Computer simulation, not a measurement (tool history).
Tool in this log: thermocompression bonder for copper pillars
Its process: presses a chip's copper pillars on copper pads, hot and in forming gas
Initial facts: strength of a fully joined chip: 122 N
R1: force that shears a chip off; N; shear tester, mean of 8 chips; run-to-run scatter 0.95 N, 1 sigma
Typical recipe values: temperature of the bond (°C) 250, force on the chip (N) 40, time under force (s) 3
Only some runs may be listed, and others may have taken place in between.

run 1 hour=0.0 | temperature_of_the_bond_(°C)=250 force_on_the_chip_(N)=40 time_under_force_(s)=3 | R1=79.1
run 2 hour=9.2 | temperature_of_the_bond_(°C)=250 force_on_the_chip_(N)=40 time_under_force_(s)=3 | R1=78.1
run 3 hour=18.1 | temperature_of_the_bond_(°C)=250 force_on_the_chip_(N)=40 time_under_force_(s)=2 | R1=68.4
run 4 hour=22.7 | temperature_of_the_bond_(°C)=250 force_on_the_chip_(N)=40 time_under_force_(s)=2 | R1=68.9
run 5 hour=28.9 | temperature_of_the_bond_(°C)=263 force_on_the_chip_(N)=40 time_under_force_(s)=3 | R1=87.1
run 6 hour=33.3 | temperature_of_the_bond_(°C)=263 force_on_the_chip_(N)=40 time_under_force_(s)=3 | R1=86.7
run 7 hour=40.5 | temperature_of_the_bond_(°C)=263 force_on_the_chip_(N)=40 time_under_force_(s)=3 | R1=86.4
-- hour=47.5 forming gas filter changed
run 8 hour=50.1 | temperature_of_the_bond_(°C)=263 force_on_the_chip_(N)=40 time_under_force_(s)=3 | R1=94.6
run 9 hour=58.3 | temperature_of_the_bond_(°C)=263 force_on_the_chip_(N)=40 time_under_force_(s)=3 | R1=93.7
run 10 hour=64.9 | temperature_of_the_bond_(°C)=263 force_on_the_chip_(N)=40 time_under_force_(s)=3 | R1=93.5
run 11 hour=68.8 | temperature_of_the_bond_(°C)=263 force_on_the_chip_(N)=40 time_under_force_(s)=3 | R1=94.7
run 12 hour=74.0 | temperature_of_the_bond_(°C)=263 force_on_the_chip_(N)=40 time_under_force_(s)=3 | R1=91.2
run 13 hour=78.4 | temperature_of_the_bond_(°C)=263 force_on_the_chip_(N)=40 time_under_force_(s)=3 | R1=95.5
run 14 hour=83.9 | temperature_of_the_bond_(°C)=250 force_on_the_chip_(N)=40 time_under_force_(s)=3 | R1=85.5
run 15 hour=89.2 | temperature_of_the_bond_(°C)=250 force_on_the_chip_(N)=40 time_under_force_(s)=3 | R1=83.4
run 16 hour=96.5 | temperature_of_the_bond_(°C)=250 force_on_the_chip_(N)=40 time_under_force_(s)=3 | R1=82.4
run 17 hour=105.0 | temperature_of_the_bond_(°C)=250 force_on_the_chip_(N)=40 time_under_force_(s)=3 | R1=81.5
run 18 hour=111.7 | temperature_of_the_bond_(°C)=250 force_on_the_chip_(N)=40 time_under_force_(s)=3 | R1=82.2
run 19 hour=117.8 | temperature_of_the_bond_(°C)=250 force_on_the_chip_(N)=38 time_under_force_(s)=3 | R1=80.5
run 20 hour=124.3 | temperature_of_the_bond_(°C)=250 force_on_the_chip_(N)=40 time_under_force_(s)=3 | R1=82.6
run 21 hour=133.5 | temperature_of_the_bond_(°C)=250 force_on_the_chip_(N)=40 time_under_force_(s)=3 | R1=82.4
run 22 hour=137.5 | temperature_of_the_bond_(°C)=237 force_on_the_chip_(N)=45 time_under_force_(s)=3 | R1=73.8
run 23 hour=142.6 | temperature_of_the_bond_(°C)=237 force_on_the_chip_(N)=51 time_under_force_(s)=3 | R1=77.5
run 24 hour=151.4 | temperature_of_the_bond_(°C)=250 force_on_the_chip_(N)=40 time_under_force_(s)=9 | R1=100.4
run 25 hour=157.5 | temperature_of_the_bond_(°C)=250 force_on_the_chip_(N)=40 time_under_force_(s)=4 | R1=88.1
run 26 hour=164.9 | temperature_of_the_bond_(°C)=240 force_on_the_chip_(N)=29 time_under_force_(s)=4 | R1=69.2
-- hour=166.9 force cell calibrated
run 27 hour=170.7 | temperature_of_the_bond_(°C)=233 force_on_the_chip_(N)=29 time_under_force_(s)=4 | R1=65.0
run 28 hour=175.0 | temperature_of_the_bond_(°C)=233 force_on_the_chip_(N)=29 time_under_force_(s)=4 | R1=63.4
run 29 hour=180.1 | temperature_of_the_bond_(°C)=233 force_on_the_chip_(N)=29 time_under_force_(s)=4 | R1=62.4
-- hour=184.2 force cell calibrated, once more
run 30 hour=187.3 | temperature_of_the_bond_(°C)=240 force_on_the_chip_(N)=40 time_under_force_(s)=2 | R1=64.4
run 31 hour=191.6 | temperature_of_the_bond_(°C)=240 force_on_the_chip_(N)=46 time_under_force_(s)=3 | R1=77.3
run 32 hour=195.6 | temperature_of_the_bond_(°C)=231 force_on_the_chip_(N)=42 time_under_force_(s)=5 | R1=76.5
run 33 hour=204.2 | temperature_of_the_bond_(°C)=231 force_on_the_chip_(N)=42 time_under_force_(s)=5 | R1=76.1
run 34 hour=212.6 | temperature_of_the_bond_(°C)=231 force_on_the_chip_(N)=32 time_under_force_(s)=3 | R1=59.3
run 35 hour=218.5 | temperature_of_the_bond_(°C)=234 force_on_the_chip_(N)=40 time_under_force_(s)=2 | R1=58.6
run 36 hour=226.9 | temperature_of_the_bond_(°C)=234 force_on_the_chip_(N)=40 time_under_force_(s)=2 | R1=60.3
run 37 hour=233.1 | temperature_of_the_bond_(°C)=234 force_on_the_chip_(N)=40 time_under_force_(s)=2 | R1=58.1
run 38 hour=241.6 | temperature_of_the_bond_(°C)=276 force_on_the_chip_(N)=46 time_under_force_(s)=2 | R1=94.0
run 39 hour=245.7 | temperature_of_the_bond_(°C)=259 force_on_the_chip_(N)=36 time_under_force_(s)=8 | R1=98.6

Some steps in R1, run to run, broken into two amounts with sign: the step expected even without the hidden condition (settings, incoming material, random variation), and the rest, left for the hidden condition together with whatever gauge scatter is not in both the measured and the hidden-condition-free result:
What the log doesn't record here: true temperature of the bond over the reading, C; force that reaches the chip, % of what is set; oxide that the forming gas leaves, % of the face; drift of the gauge itself on shear_n, %.
Run 7 -> 8: forming gas filter changed. R1 +8.2 N: hidden state +8.3, all else -0.1.
Run 23 -> 24: temperature of the bond (°C) 237 -> 250, force on the chip (N) 51 -> 40, time under force (s) 3 -> 9. R1 +22.9 N: hidden state -2.3, all else +25.2.
Run 25 -> 26: temperature of the bond (°C) 250 -> 240, force on the chip (N) 40 -> 29. R1 -18.9 N: hidden state +0.9, all else -19.8.
Run 37 -> 38: temperature of the bond (°C) 234 -> 276, force on the chip (N) 40 -> 46. R1 +35.9 N: hidden state -3.7, all else +39.6.

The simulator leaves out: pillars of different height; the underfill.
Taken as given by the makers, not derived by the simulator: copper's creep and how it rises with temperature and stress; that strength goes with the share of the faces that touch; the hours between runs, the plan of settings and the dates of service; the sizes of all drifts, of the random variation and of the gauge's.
